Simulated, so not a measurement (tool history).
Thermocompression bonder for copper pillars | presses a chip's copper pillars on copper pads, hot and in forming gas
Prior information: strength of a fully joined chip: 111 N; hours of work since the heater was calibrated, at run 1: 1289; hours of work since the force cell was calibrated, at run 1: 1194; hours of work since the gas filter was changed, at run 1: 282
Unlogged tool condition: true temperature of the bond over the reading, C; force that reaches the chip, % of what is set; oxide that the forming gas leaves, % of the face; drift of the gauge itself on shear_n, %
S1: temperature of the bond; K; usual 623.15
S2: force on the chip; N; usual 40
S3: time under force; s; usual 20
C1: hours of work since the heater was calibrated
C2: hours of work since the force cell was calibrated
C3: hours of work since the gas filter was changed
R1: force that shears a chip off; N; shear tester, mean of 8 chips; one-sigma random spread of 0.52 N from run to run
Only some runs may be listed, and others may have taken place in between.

run    hour      S1  S2  S3    C1    C2   C3    R1
  1       0  623.15  40  20  1289  1194  282  77.4
  2    54.2  623.15  40  20  1323  1228  317  77.4
  3    81.9  623.15  40  20  1341  1246  334  77.5
  4   133.1  623.15  38  20  1373  1278  367  75.1
  5   170.3  623.15  40  59  1397  1302  390  94.4
  6   197.1  623.15  40  59  1414  1319  407  93.1
  7   239.8  623.15  40  59  1441  1346  434  92.4
  8   272.6  623.15  40  20  1462  1367  455    76
  9   297.9  623.15  40  20  1478  1383  471  75.6
      326.7  -- forming gas filter changed
 10   327.1  623.15  40  20  1496  1401    0  82.4
 11   376.7  623.15  40  20  1528  1433   32  81.7
      408.7  -- heater calibrated with a thermocouple chip
 12   416.1  623.15  40  20     5  1457   56  76.5
 13   454.9  623.15  40  20    29  1481   80  75.6
 14   504.7  623.15  40  20    61  1513  112  75.5
 15   536.9  623.15  40  20    81  1533  132  76.1
 16     592  601.15  40  20   116  1568  167    64
 17   625.2  623.15  32  20   138  1589  188  68.6
 18   652.7  623.15  32  20   155  1607  206  67.7
 19   695.2  623.15  32  20   182  1634  233  69.7
      712.6  -- force cell calibrated
 20   731.5  623.15  26  20   204    12  255  61.4
 21   782.8  641.15  37  58   237    45  288  96.2
 22   832.6  600.15  37  23   268    76  319  62.4
 23   868.6  600.15  37  23   291    99  342  62.2
 24     922  600.15  37  23   325   133  376  62.8
 25     972  631.15  42  47   357   165  408  90.4
 26    1022  605.15  48  18   389   197  439  66.9
 27  1044.6  605.15  48  18   403   211  454  67.1
 28  1071.9  605.15  48  25   420   228  471  73.9
     1102.5  -- forming gas filter changed
 29  1115.7  605.15  48  25   448   256    8  78.2
 30  1164.6  605.15  48  25   479   287   39  77.9
 31  1197.7  641.15  32  20   500   308   60  79.1
 32  1244.1  623.15  34  11   529   337   90  60.7
 33  1283.5  620.15  57  20   554   362  115  85.7
 34  1324.9  609.15  36  11   581   389  141  54.2
 35  1371.8  612.15  56  11   610   418  171  69.3
 36  1412.3  612.15  56  11   636   444  197  69.5
 37  1445.2  631.15  37  27   657   465  218  83.8
 38  1479.3  626.15  40  15   679   487  239  72.2
 39  1503.1  628.15  38  39   694   502  254  89.1
 40  1535.9  624.15  30  24   715   523  275  71.2

Describe how what the log doesn't record of the tool's condition differs between the last listed run preceding each entry between runs and the first listed run following it.
Logged between run 9 and run 10: forming gas filter changed (hour 326.7)
  true temperature of the bond over the reading, C: 10.5 -> 10.7; force that reaches the chip, % of what is set: 102.8 -> 102.9; oxide that the forming gas leaves, % of the face: 7.4 -> 0.55
  measured minus no-state result, R1: +0.3 -> +6 N
Logged between run 11 and run 12: heater calibrated with a thermocouple chip (hour 408.7)
  true temperature of the bond over the reading, C: 10.9 -> 0.7; force that reaches the chip, % of what is set: 102.9 -> 103; oxide that the forming gas leaves, % of the face: 0.97 -> 1.32
  measured minus no-state result, R1: +5.8 -> +0.6 N
Logged between run 19 and run 20: force cell calibrated (hour 712.6)
  true temperature of the bond over the reading, C: 2 -> 2.2; force that reaches the chip, % of what is set: 103.3 -> 100.9; oxide that the forming gas leaves, % of the face: 4.06 -> 4.36
  measured minus no-state result, R1: -0.5 -> -1.2 N
Logged between run 28 and run 29: forming gas filter changed (hour 1102.5)
  true temperature of the bond over the reading, C: 3.8 -> 4; force that reaches the chip, % of what is set: 101.3 -> 101.4; oxide that the forming gas leaves, % of the face: 7.56 -> 0.77
  measured minus no-state result, R1: -3.2 -> +2.2 N
